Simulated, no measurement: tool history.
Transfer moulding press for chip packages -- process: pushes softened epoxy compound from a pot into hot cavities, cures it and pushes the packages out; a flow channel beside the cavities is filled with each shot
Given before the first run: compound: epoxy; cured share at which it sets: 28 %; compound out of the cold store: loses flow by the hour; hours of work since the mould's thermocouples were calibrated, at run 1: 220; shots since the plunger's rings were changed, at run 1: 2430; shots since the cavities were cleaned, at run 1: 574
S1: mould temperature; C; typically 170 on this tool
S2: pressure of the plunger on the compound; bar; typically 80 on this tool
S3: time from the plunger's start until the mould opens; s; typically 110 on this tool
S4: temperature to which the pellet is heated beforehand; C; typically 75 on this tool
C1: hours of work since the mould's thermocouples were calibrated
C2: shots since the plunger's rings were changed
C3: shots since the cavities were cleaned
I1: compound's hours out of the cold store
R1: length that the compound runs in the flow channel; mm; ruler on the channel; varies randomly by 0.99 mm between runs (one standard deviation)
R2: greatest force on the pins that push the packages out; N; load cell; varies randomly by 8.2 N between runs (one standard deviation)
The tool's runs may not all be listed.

Run 1, hour 0: usual settings; C1 220; C2 2430; C3 574; I1 8.4. Result: R1 511.8 mm, R2 554 N.
Run 2, hour 9.4: usual settings; C1 224; C2 2502; C3 646; I1 36.9. Result: R1 470.8 mm, R2 508 N.
Run 3, hour 15.9: usual settings but S2 71 bar; C1 227; C2 2552; C3 696; I1 19.3. Result: R1 466 mm, R2 548 N.
At hour 21: plunger's sealing rings changed.
Run 4, hour 27.5: usual settings; C1 231; C2 50; C3 766; I1 35.4. Result: R1 490.2 mm, R2 554 N.
At hour 29.9: cavities cleaned with cleaning compound and waxed.
Run 5, hour 40.1: usual settings; C1 236; C2 135; C3 78; I1 13.7. Result: R1 521.2 mm, R2 409 N.
Run 6, hour 50.1: usual settings; C1 241; C2 212; C3 155; I1 38.5. Result: R1 485.3 mm, R2 427 N.
Run 7, hour 57.1: usual settings; C1 244; C2 266; C3 209; I1 24.8. Result: R1 504.1 mm, R2 436 N.
Run 8, hour 68.8: usual settings; C1 249; C2 355; C3 298; I1 23. Result: R1 506.2 mm, R2 456 N.
Run 9, hour 74.8: usual settings but S2 74.1 bar; C1 252; C2 401; C3 344; I1 40.9. Result: R1 462.3 mm, R2 469 N.
Run 10, hour 84.9: usual settings; C1 257; C2 479; C3 422; I1 12. Result: R1 521.9 mm, R2 497 N.
Run 11, hour 93.1: usual settings but S2 78.5 bar, S3 101 s, S4 81 C; C1 260; C2 542; C3 485; I1 35.8. Result: R1 481.6 mm, R2 548 N.
Run 12, hour 103.3: usual settings but S2 78.5 bar, S3 139 s, S4 81 C; C1 265; C2 620; C3 563; I1 36.2. Result: R1 480.5 mm, R2 427 N.
Run 13, hour 115.3: usual settings but S2 72.4 bar, S3 122 s, S4 68 C; C1 271; C2 713; C3 656; I1 22.8. Result: R1 480.3 mm, R2 474 N.
Run 14, hour 124.2: usual settings but S1 174 C, S2 72.4 bar, S3 122 s, S4 73 C; C1 275; C2 781; C3 724; I1 39.9. Result: R1 448.3 mm, R2 442 N.
At hour 131.9: cavities cleaned with cleaning compound and waxed.
Run 15, hour 132.2: usual settings but S1 177 C, S2 73.6 bar; C1 278; C2 830; C3 2; I1 17.2. Result: R1 477.8 mm, R2 303 N.
Run 16, hour 142.1: usual settings but S1 177 C, S2 75.7 bar, S3 143 s, S4 83 C; C1 282; C2 906; C3 78; I1 20.4. Result: R1 481.3 mm, R2 307 N.
Run 17, hour 149.2: usual settings but S2 93.1 bar, S4 78 C; C1 286; C2 961; C3 133; I1 41.3. Result: R1 515.2 mm, R2 437 N.
Run 18, hour 155.3: usual settings but S2 70 bar, S3 95 s; C1 288; C2 1008; C3 180; I1 42.6. Result: R1 444.2 mm, R2 598 N.
Run 19, hour 163.1: usual settings but S2 70 bar, S3 95 s; C1 292; C2 1067; C3 239; I1 23.1. Result: R1 467.3 mm, R2 641 N.

Forecast each of these 4 alternatives for the next run:
Run A, hour 175.5: usual settings but S3 133 s, S4 80 C; C1 298; C2 1163; C3 335; I1 23.4. Result: R1 ?, R2 ?.
Run B, hour 175.5: usual settings but S3 125 s, S4 74 C; C1 298; C2 1163; C3 335; I1 44.4. Result: R1 ?, R2 ?.
Run C, hour 175.5: usual settings but S1 177 C, S2 66.8 bar; C1 298; C2 1163; C3 335; I1 41.8. Result: R1 ?, R2 ?.
Run D, hour 175.5: usual settings but S1 167 C, S2 86.8 bar; C1 298; C2 1163; C3 335; I1 13.7. Result: R1 ?, R2 ?.

run     R1   R2
  A  500.5  405
  B  470.1  405
  C    423  386
  D  541.7  616
With no hidden state in the tool, these same runs would have given:
run     R1   R2
  A  507.7  301
  B  476.9  300
  C  429.2  288
  D  549.4  442
